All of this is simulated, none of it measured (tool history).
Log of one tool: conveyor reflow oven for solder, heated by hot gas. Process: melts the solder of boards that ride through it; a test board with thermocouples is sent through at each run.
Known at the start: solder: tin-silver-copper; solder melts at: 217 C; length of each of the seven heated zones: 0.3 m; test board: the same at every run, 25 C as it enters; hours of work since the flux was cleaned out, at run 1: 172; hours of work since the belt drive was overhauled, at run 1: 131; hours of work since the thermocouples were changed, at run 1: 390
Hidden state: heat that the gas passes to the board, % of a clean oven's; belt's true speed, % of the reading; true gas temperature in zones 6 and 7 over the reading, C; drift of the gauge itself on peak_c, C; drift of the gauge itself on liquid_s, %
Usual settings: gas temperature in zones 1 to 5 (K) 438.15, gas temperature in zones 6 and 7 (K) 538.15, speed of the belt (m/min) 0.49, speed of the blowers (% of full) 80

run	hour	gas temperature in zones 1 to 5 (K)	gas temperature in zones 6 and 7 (K)	speed of the belt (m/min)	speed of the blowers (% of full)	hours of work since the flux was cleaned out	hours of work since the belt drive was overhauled	hours of work since the thermocouples were changed	highest temperature of the board (K)	time above the solder's melting point (s)
1	0	438.15	538.15	0.49	80	172	131	390	518.85	47.9
2	23.8	438.15	538.15	0.49	80	190	149	408	518.15	47.1
# hour 53.5: flux residue cleaned out of gas plates and filters
3	67	438.15	538.15	0.49	80	10	177	436	520.25	49.1
4	99.2	438.15	538.15	0.49	80	34	201	460	519.65	48.8
5	123.6	438.15	538.15	0.49	80	52	219	478	519.15	47.8
6	153.6	438.15	538.15	0.49	80	74	241	500	520.05	47.9
7	171.8	438.15	538.15	0.49	80	87	254	514	519.65	46.5
8	212.2	438.15	538.15	0.49	80	117	284	544	519.15	47
9	249.8	438.15	538.15	0.49	80	145	312	571	517.65	45.9
10	274.9	438.15	538.15	0.49	80	164	330	590	518.25	46.4
11	312.5	438.15	548.15	0.49	80	191	358	618	526.25	52.9
12	332	438.15	539.15	0.49	80	206	373	632	518.95	46.8
# hour 339.7: flux residue cleaned out of gas plates and filters
13	365.6	438.15	539.15	0.49	80	19	394	653	520.15	48
14	390.7	438.15	539.15	0.49	80	38	412	672	520.05	49.1
15	411.3	446.15	538.15	0.49	80	53	428	687	520.15	52.7
16	450.4	446.15	538.15	0.49	80	82	456	716	521.05	51.5
17	470.5	430.15	547.15	0.46	80	97	471	731	526.75	54.5
18	503.5	430.15	547.15	0.46	80	121	496	755	526.95	55.4
19	543.9	430.15	547.15	0.46	80	151	526	785	526.55	56.1
20	575.9	430.15	547.15	0.46	80	175	549	809	525.65	55.1
21	615.7	430.15	531.15	0.431	90	204	579	838	516.05	50.7
# hour 626.2: flux residue cleaned out of gas plates and filters
22	642.6	445.15	551.15	0.49	80	12	595	854	531.35	59.1
# hour 651.2: thermocouples of zones 6 and 7 changed
23	677.4	450.15	531.15	0.518	61	36	619	19	510.45	40.3
24	706.3	435.15	538.15	0.49	80	58	640	41	521.45	49.4

Run 25 comes next. What will it give?
25	736.5	445.15	538.15	0.509	63	80	663	63	?	?

{"run 25": {"highest temperature of the board (K)": 515.25, "time above the solder's melting point (s)": 44.2}}
Without the tool's hidden state the same run would have given highest temperature of the board (K) 515.45, time above the solder's melting point (s) 43.5.

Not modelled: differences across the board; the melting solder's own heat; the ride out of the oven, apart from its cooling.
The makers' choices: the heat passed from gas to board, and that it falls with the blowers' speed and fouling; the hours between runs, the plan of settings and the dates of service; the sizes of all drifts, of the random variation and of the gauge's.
